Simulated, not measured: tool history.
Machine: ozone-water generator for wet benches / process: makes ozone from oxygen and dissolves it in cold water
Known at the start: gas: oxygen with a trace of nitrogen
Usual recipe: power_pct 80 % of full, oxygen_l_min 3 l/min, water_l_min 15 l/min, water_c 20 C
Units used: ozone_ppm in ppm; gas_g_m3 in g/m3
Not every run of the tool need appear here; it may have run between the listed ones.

run	hour	power_pct	oxygen_l_min	water_l_min	water_c	ozone_ppm	gas_g_m3
1	0	80	3	15	20	18.6	236.4
2	60.7	80	3	15	20	18.5	234.7
3	97.7	80	3	15	20	18.5	234.8
4	177.4	80	3	15	20	18.2	235.9
5	239	80	3	15	20	18.4	234.5
6	308.6	80	1.53	15	20	14.9	297.9
7	380.9	80	1.53	15	20	15.2	299.1
8	416.5	80	1.68	15	15	16.1	290.8
9	493.8	80	1.68	15	15	16	288.9
10	531.9	99	2.71	15	20	20.3	273.2
11	574.3	99	2.77	15	25	19.4	274.7
12	620.2	99	2.77	15	25	19.1	277.1
13	654.7	80	3	11	19	23.3	230.8

Per-run results on a tool with no hidden state, each run keeping its own random variation:
The hidden state here: yield of the discharge, % of new electrodes'; contactor's efficiency, % of a clean one's; true water temperature over the reading, C; drift of the gauge itself on ozone_ppm, %; drift of the gauge itself on gas_g_m3, %.
run	ozone_ppm	gas_g_m3
1	20.4	248.2
2	20.3	246.8
3	20.3	247.1
4	20	248.4
5	20.2	247.3
6	16.4	314.5
7	16.7	316
8	17.8	307.5
9	17.7	305.9
10	22.7	291.5
11	21.7	293.3
12	21.4	296.1
13	25.8	245
